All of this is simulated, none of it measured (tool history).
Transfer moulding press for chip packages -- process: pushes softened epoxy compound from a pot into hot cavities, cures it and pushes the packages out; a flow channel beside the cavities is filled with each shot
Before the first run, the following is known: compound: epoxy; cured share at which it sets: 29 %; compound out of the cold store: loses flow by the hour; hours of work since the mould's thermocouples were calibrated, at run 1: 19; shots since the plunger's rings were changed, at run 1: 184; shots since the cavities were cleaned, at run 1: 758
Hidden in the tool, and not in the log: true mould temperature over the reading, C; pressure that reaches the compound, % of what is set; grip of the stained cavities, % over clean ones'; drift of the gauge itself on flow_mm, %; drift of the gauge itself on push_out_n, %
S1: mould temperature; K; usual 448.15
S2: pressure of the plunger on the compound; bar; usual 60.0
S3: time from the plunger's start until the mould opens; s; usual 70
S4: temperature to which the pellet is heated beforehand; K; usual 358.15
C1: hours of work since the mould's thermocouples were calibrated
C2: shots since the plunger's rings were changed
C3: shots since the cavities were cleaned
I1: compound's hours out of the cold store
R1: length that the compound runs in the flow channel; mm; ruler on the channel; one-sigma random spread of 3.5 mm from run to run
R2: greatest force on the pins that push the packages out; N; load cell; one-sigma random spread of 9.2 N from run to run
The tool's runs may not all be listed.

Run 1, hour 0.0: usual settings; C1 19; C2 184; C3 758; I1 36.3. Result: R1 475 mm, R2 816 N.
At hour 27.9: cavities cleaned with cleaning compound and waxed.
Run 2, hour 35.8: usual settings but S3 68 s; C1 41; C2 733; C3 126; I1 15.9. Result: R1 509 mm, R2 587 N.
Run 3, hour 72.0: usual settings but S3 68 s; C1 64; C2 1310; C3 703; I1 27.2. Result: R1 482 mm, R2 831 N.
At hour 101.7: cavities cleaned with cleaning compound and waxed.
Run 4, hour 105.1: usual settings but S3 68 s; C1 84; C2 1816; C3 56; I1 19.2. Result: R1 499 mm, R2 530 N.
Run 5, hour 143.2: usual settings but S3 68 s; C1 108; C2 2424; C3 664; I1 42.7. Result: R1 445 mm, R2 789 N.
At hour 176.1: cavities cleaned with cleaning compound and waxed.
Run 6, hour 179.6: usual settings but S3 68 s; C1 131; C2 2982; C3 56; I1 29.0. Result: R1 469 mm, R2 545 N.
At hour 190.9: plunger's sealing rings changed.
Run 7, hour 204.7: usual settings but S3 68 s; C1 145; C2 220; C3 416; I1 14.1. Result: R1 519 mm, R2 804 N.
Run 8, hour 235.7: usual settings but S3 68 s; C1 165; C2 716; C3 912; I1 12.3. Result: R1 519 mm, R2 1008 N.
At hour 253.4: cavities cleaned with cleaning compound and waxed.
Run 9, hour 277.9: usual settings but S3 68 s; C1 191; C2 1366; C3 392; I1 20.2. Result: R1 497 mm, R2 739 N.
Run 10, hour 320.9: usual settings but S4 353.15 K; C1 218; C2 2052; C3 1078; I1 19.4. Result: R1 503 mm, R2 937 N.
At hour 327.2: cavities cleaned with cleaning compound and waxed.
Run 11, hour 343.4: usual settings; C1 232; C2 2389; C3 260; I1 46.3. Result: R1 439 mm, R2 617 N.
Run 12, hour 369.1: usual settings; C1 248; C2 2799; C3 670; I1 45.5. Result: R1 444 mm, R2 801 N.
At hour 390.8: plunger's sealing rings changed.
Run 13, hour 395.6: usual settings but S4 359.15 K; C1 264; C2 76; C3 1053; I1 34.0. Result: R1 477 mm, R2 900 N.
At hour 404.5: cavities cleaned with cleaning compound and waxed.
Run 14, hour 422.1: usual settings; C1 280; C2 475; C3 281; I1 15.2. Result: R1 515 mm, R2 675 N.
Run 15, hour 450.8: usual settings but S1 455.15 K, S3 68 s; C1 298; C2 933; C3 739; I1 39.4. Result: R1 451 mm, R2 611 N.
At hour 478.7: cavities cleaned with cleaning compound and waxed.
Run 16, hour 496.4: usual settings but S1 453.15 K, S2 55.9 bar, S3 66 s, S4 354.15 K; C1 326; C2 1639; C3 284; I1 18.0. Result: R1 478 mm, R2 569 N.
Run 17, hour 533.4: usual settings but S2 51.8 bar, S4 360.15 K; C1 350; C2 2229; C3 874; I1 11.3. Result: R1 479 mm, R2 922 N.
At hour 554.8: cavities cleaned with cleaning compound and waxed.
Run 18, hour 575.8: usual settings but S2 59.6 bar, S4 360.15 K; C1 376; C2 2883; C3 336; I1 12.8. Result: R1 507 mm, R2 675 N.
At hour 593.0: plunger's sealing rings changed.
Run 19, hour 622.8: usual settings but S1 450.15 K, S3 51 s; C1 404; C2 476; C3 1046; I1 9.6. Result: R1 523 mm, R2 1878 N.
At hour 631.1: cavities cleaned with cleaning compound and waxed.
Run 20, hour 648.1: usual settings but S1 450.15 K, S4 357.15 K; C1 419; C2 857; C3 272; I1 15.7. Result: R1 511 mm, R2 569 N.
Run 21, hour 680.4: usual settings but S1 447.15 K, S4 364.15 K; C1 440; C2 1373; C3 788; I1 35.4. Result: R1 470 mm, R2 875 N.
At hour 705.6: cavities cleaned with cleaning compound and waxed.
Run 22, hour 719.2: usual settings but S1 447.15 K, S4 364.15 K; C1 464; C2 1969; C3 219; I1 22.8. Result: R1 498 mm, R2 658 N.
Run 23, hour 746.2: usual settings but S1 447.15 K, S2 56.3 bar; C1 481; C2 2400; C3 650; I1 30.7. Result: R1 465 mm, R2 876 N.
Run 24, hour 770.5: usual settings but S1 447.15 K, S2 56.3 bar; C1 497; C2 2788; C3 1038; I1 31.3. Result: R1 462 mm, R2 987 N.
At hour 779.1: cavities cleaned with cleaning compound and waxed.
At hour 794.8: plunger's sealing rings changed.
Run 25, hour 805.7: usual settings but S1 447.15 K, S2 56.3 bar; C1 517; C2 174; C3 386; I1 38.3. Result: R1 459 mm, R2 756 N.
Run 26, hour 829.7: usual settings but S1 447.15 K, S2 56.3 bar; C1 532; C2 557; C3 769; I1 19.6. Result: R1 494 mm, R2 977 N.

Estimate the outcome of run 27 from the log above:
At hour 856.7: cavities cleaned with cleaning compound and waxed.
Run 27, hour 869.2: usual settings but S1 449.15 K, S4 367.15 K; C1 556; C2 1164; C3 199; I1 9.1. Result: R1 ?, R2 ?.

R1: 520 mm
R2: 604 N
The same run, on a tool lacking any hidden state, would have yielded R1 526 mm, R2 417 N.
